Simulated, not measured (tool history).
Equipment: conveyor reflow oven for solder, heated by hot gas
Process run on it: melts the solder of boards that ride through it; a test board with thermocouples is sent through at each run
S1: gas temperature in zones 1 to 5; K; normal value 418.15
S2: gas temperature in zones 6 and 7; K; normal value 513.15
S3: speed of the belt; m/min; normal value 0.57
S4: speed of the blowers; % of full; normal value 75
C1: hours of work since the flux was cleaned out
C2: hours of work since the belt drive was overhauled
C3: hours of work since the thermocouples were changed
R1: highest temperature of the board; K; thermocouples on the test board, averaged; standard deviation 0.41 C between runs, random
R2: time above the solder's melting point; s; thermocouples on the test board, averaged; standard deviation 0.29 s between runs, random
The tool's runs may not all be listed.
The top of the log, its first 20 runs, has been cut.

run   hour      S1      S2     S3  S4   C1   C2   C3      R1    R2
 21  341.1  415.15  511.15  0.598  51  249  607  449  489.85  60.1
 22  352.3  415.15  511.15  0.598  51  257  615  457  490.05  59.7
 23  361.8  415.15  511.15  0.598  51  264  622  464  488.55  60.2
 24  381.9  411.15  513.15  0.656  75  278  636  479  492.45  56.5
 25  392.4  411.15  509.15   0.67  75  286  644  486  487.95  51.7
     415.8  -- flux residue cleaned out of gas plates and filters
 26  419.1  418.15  513.15   0.57  74    2  660  502  500.85  74.8
 27  432.2  418.15  508.15  0.471  51   12  669  512  496.05  86.9
 28  452.5  403.15  523.15   0.57  75   27  684  526  507.15  73.1
 29  471.2  424.15  505.15   0.57  55   40  698  540  489.35  69.7

Expected results for the next run?
 30  486.2  432.15  505.15  0.645  52  51  709  551   ?   ?

{"run 30": {"R1": 486.65, "R2": 62.3}}
On a tool with no hidden condition, and with the same random variation, this run would have come out at R1 487.15 K, R2 61.6 s.

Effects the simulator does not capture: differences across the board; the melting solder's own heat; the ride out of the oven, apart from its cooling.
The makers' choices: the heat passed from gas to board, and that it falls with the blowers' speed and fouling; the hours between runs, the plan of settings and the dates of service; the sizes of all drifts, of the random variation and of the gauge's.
